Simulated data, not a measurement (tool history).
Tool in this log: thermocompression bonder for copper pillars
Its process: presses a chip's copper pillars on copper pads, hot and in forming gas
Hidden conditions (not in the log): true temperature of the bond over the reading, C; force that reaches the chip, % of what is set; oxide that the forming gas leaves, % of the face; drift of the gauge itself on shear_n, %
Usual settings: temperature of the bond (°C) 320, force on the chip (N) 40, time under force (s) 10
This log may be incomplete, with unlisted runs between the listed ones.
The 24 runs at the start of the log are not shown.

| run | hour | temperature of the bond (°C) | force on the chip (N) | time under force (s) | hours of work since the heater was calibrated | hours of work since the force cell was calibrated | hours of work since the gas filter was changed | force that shears a chip off (N) |
|---|---|---|---|---|---|---|---|---|
| 25 | 1186.1 | 337 | 40 | 6 | 134 | 382 | 296 | 46.1 |
| 26 | 1232.9 | 337 | 40 | 6 | 161 | 409 | 323 | 46.4 |
|  | 1289.2 | forming gas filter changed |
| 27 | 1301.4 | 300 | 40 | 9 | 200 | 449 | 7 | 37.1 |
| 28 | 1357.9 | 300 | 40 | 9 | 233 | 481 | 40 | 37.1 |
| 29 | 1397.0 | 300 | 37 | 11 | 255 | 504 | 62 | 36.8 |
| 30 | 1460.9 | 300 | 35 | 28 | 292 | 540 | 99 | 47.8 |
| 31 | 1509.4 | 300 | 35 | 10 | 320 | 568 | 127 | 33.5 |
| 32 | 1564.6 | 317 | 40 | 16 | 352 | 600 | 159 | 54.1 |
| 33 | 1625.1 | 320 | 31 | 17 | 387 | 635 | 194 | 45.6 |
| 34 | 1669.4 | 305 | 40 | 11 | 412 | 661 | 219 | 41.6 |
| 35 | 1729.3 | 317 | 40 | 15 | 447 | 695 | 254 | 52.6 |
| 36 | 1786.9 | 301 | 56 | 6 | 480 | 728 | 287 | 44.9 |
| 37 | 1820.6 | 301 | 56 | 6 | 499 | 748 | 306 | 45.1 |
| 38 | 1875.2 | 298 | 28 | 8 | 531 | 779 | 338 | 22.0 |
|  | 1905.4 | forming gas filter changed |
| 39 | 1926.3 | 298 | 55 | 19 | 560 | 808 | 12 | 63.3 |

Here are 4 independent what-if runs from the current tool condition. What would each one return?
| A | 1981.2 | 338 | 39 | 8 | 592 | 840 | 44 | ? |
| B | 1981.2 | 339 | 57 | 28 | 592 | 840 | 44 | ? |
| C | 1981.2 | 320 | 44 | 7 | 592 | 840 | 44 | ? |
| D | 1981.2 | 326 | 55 | 19 | 592 | 840 | 44 | ? |

| run | force that shears a chip off (N) |
|---|---|
| A | 57.7 |
| B | 80.9 |
| C | 50.6 |
| D | 75.2 |
Without the tool's unlogged condition, the same runs would have read:
| run | force that shears a chip off (N) |
|---|---|
| A | 53.6 |
| B | 80.7 |
| C | 46.3 |
| D | 73.0 |
